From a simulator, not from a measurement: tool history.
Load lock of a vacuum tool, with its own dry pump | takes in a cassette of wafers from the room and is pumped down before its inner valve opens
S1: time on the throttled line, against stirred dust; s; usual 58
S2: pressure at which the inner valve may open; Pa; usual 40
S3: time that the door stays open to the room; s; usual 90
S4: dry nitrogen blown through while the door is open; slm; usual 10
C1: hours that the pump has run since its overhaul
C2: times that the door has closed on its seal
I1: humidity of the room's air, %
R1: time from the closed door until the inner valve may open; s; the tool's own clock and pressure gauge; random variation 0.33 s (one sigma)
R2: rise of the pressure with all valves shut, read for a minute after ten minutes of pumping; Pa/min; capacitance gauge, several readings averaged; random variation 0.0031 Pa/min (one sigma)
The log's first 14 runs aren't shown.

run      day   S1  S2  S3  S4     C1     C2    I1     R1     R2
 15  118.654   58  40  36  10  14111  14764  47.6   99.2  0.067
 16  129.154   58  40  36  10  14363  15114  43.4   99.0  0.061
 17  135.825   46  40  90  10  14523  15336  44.7   90.5  0.100
     139.425  -- dry pump taken out, an overhauled one fitted
 18  142.450   46  40  90  10     73  15549  45.9   81.5  0.095
 19  147.596   46  40  90  10    196  15720  44.2   81.7  0.091
 20  155.067   79  40  90  26    375  15969  40.8  108.4  0.069
 21  162.617   79  40  90  26    557  16221  40.8  109.0  0.068
 22  168.575   79  40  90  26    700  16419  42.3  108.3  0.067
 23  175.850  115  73  78  29    874  16662  42.5  134.3  0.061

The next listed run, before its measurement:
 24  185.896  47  37  26   8  1115  16996  45.0   ?   ?

{"run 24": {"R1": 82.8, "R2": 0.06}}
Without the tool's hidden state the same run would have given R1 82.1 s, R2 0.046 Pa/min.

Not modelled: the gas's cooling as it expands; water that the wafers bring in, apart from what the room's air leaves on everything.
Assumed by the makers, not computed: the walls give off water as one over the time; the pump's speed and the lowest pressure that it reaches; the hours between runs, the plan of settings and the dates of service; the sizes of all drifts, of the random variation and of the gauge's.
